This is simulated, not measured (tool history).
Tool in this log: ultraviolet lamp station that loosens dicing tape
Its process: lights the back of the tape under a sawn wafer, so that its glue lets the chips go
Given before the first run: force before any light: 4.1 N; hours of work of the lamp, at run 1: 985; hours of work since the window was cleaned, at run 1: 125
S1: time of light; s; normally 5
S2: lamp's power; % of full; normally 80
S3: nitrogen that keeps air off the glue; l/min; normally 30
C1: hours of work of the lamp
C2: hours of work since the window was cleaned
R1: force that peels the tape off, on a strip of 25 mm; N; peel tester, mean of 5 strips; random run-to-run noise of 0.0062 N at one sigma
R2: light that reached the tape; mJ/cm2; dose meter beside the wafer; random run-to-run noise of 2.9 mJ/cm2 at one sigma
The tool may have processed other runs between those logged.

run	day	S1	S2	S3	C1	C2	R1	R2
1	0	5	80	30	985	125	0.368	304
2	3.862	5	80	30	1040	180	0.384	291
# day 5.546: lamp changed
3	6.625	6	80	30	15	219	0.161	457
4	10.492	5	80	30	70	274	0.26	358
# day 12.946: window cleaned of glue's vapour
5	14.688	5	80	34	130	25	0.328	302
6	18.462	5	80	34	183	78	0.356	293
7	20.542	5	89	34	213	108	0.294	318
8	22.904	5	67	30	246	142	0.594	233
9	24.742	5	67	30	273	168	0.645	225
# day 26.512: window cleaned of glue's vapour, once more
10	27.367	5	67	30	310	12	0.322	328
11	29.817	2	80	30	344	47	1.095	151
12	32.162	5	97	30	378	80	0.164	447
13	33.921	5	80	30	403	105	0.241	364
14	38.108	5	80	30	462	165	0.29	346
15	39.95	5	80	16	489	191	0.491	337
16	42.454	5	80	16	524	227	0.492	333
17	45.896	5	80	16	573	276	0.524	318
18	47.738	7	80	30	599	302	0.181	436
# day 48.112: window cleaned of glue's vapour
19	50.288	3	80	30	635	31	0.669	212
20	53.592	3	80	30	682	78	0.748	208
21	55.888	5	80	10	715	111	0.707	336
22	59.683	5	80	10	769	164	0.76	325
23	62.408	5	78	22	808	203	0.459	307
24	65.592	9	80	31	853	249	0.121	540
25	67.708	4	73	22	883	279	0.862	215
# day 69.721: window cleaned of glue's vapour
26	70.046	4	73	22	916	5	0.688	241
27	73.975	5	73	55	972	60	0.26	288
28	77.342	5	80	10	1020	108	0.812	307
# day 80.375: lamp changed
29	81.108	5	80	10	10	161	0.531	385
30	83.683	8	92	39	47	198	0.087	690
31	87.171	8	92	39	97	247	0.091	663
32	91.108	8	77	10	153	304	0.283	533
# day 91.671: window cleaned of glue's vapour
33	94.342	8	77	10	198	38	0.212	604
34	96.321	6	80	21	226	66	0.203	456
35	98.933	2	80	14	264	103	1.625	150
36	103.133	2	69	11	323	163	2.029	125
37	105.896	2	69	11	363	202	2.148	121
38	108.396	7	100	17	398	238	0.143	592
39	112.021	7	100	17	450	289	0.165	566
# day 113.283: window cleaned of glue's vapour
40	114.204	7	67	36	480	13	0.15	429
41	115.9	8	80	9	505	37	0.274	580
42	119.838	2	100	48	560	93	0.741	176
43	122.871	2	100	48	604	136	0.785	173
44	124.771	2	82	24	631	163	1.412	136

Here are 3 independent what-if runs from the current tool condition. What would each one return?
A	127.129	2	70	24	664	197	?	?
B	127.129	2	62	44	664	197	?	?
C	127.129	2	92	24	664	197	?	?

run	R1	R2
A	1.732	116
B	1.548	99
C	1.291	148
Take away the tool's hidden state, keep each run's random variation, and the runs would have read:
run	R1	R2
A	1.33	150
B	1.158	130
C	0.919	193
